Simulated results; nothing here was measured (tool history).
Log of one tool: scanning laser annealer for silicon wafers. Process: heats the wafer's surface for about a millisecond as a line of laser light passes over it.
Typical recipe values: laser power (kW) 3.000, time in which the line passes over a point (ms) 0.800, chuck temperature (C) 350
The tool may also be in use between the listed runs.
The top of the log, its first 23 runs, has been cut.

run	hour	laser power (kW)	time in which the line passes over a point (ms)	chuck temperature (C)	highest temperature of the surface (C)
24	273.4	2.572	0.778	378	959
25	290.6	2.761	0.704	349	953
26	303.4	2.761	0.704	349	953
27	317.3	2.761	0.704	349	952
28	324.7	2.761	0.704	349	951
29	333.1	2.579	0.704	349	906
30	347.9	2.666	0.800	334	950
31	358.2	2.620	0.788	383	982
32	367.9	2.904	0.595	350	937
33	382.1	2.604	0.595	316	836
34	395.2	2.818	0.595	315	885
35	410.8	2.672	0.746	339	935
36	418.0	3.289	0.749	333	1096
37	433.0	3.289	0.749	333	1094
38	440.2	2.915	0.567	361	938
39	457.6	3.111	0.677	332	1011
40	471.9	3.111	0.711	323	1015

Forecast each of these 5 alternatives for the next run:
A	484.6	3.111	0.711	355	?
B	484.6	3.111	0.711	359	?
C	484.6	3.111	0.718	323	?
D	484.6	3.111	0.711	337	?
E	484.6	2.632	0.963	350	?

run	highest temperature of the surface (C)
A	1049
B	1053
C	1020
D	1035
E	1012
Without the tool's hidden state the same runs would have given:
run	highest temperature of the surface (C)
A	1073
B	1077
C	1044
D	1059
E	1035

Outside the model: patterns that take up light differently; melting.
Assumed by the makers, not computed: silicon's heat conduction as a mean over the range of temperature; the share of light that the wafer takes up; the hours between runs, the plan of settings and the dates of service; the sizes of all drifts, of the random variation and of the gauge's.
